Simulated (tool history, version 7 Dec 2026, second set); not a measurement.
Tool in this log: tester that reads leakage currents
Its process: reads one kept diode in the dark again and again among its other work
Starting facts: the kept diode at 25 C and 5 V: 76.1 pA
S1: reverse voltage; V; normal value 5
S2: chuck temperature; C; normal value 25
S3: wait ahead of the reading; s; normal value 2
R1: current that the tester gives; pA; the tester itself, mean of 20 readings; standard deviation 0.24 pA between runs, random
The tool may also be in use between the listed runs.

run	day	S1	S2	S3	R1
1	0	5	25	2	77.67
2	1.167	5	58	2	1346.97
3	2.608	5	25	2	77.38
4	4.058	5	25	2	78.52
5	5.475	5	25	2	78.12
6	6.921	5	25	2	77.96
7	8.058	5	24	2.12	71.14
8	9.725	3.38	47	0.38	456.28
9	11.221	3.39	29	0.38	94.62
10	12.45	3.39	29	0.38	95.11
11	13.321	3.39	29	0.38	94.75

Removed from this log: 1 entry logged between the listed runs. Between which two listed runs does each belong, and how does the tool's hidden state at the listed run before it compare with that at the listed run after it?
Runs 7 to 8: chuck's temperature calibrated (day 8.258)
  stray current of the dirty probe card, pA a volt: 0.297 -> 0.303; current scale over the true one, %: -0.51 -> -0.52; true chuck temperature over the reading, C: 0.04 -> 0.08
  measured less the result without the state, R1: +1.3 -> +1.41 pA
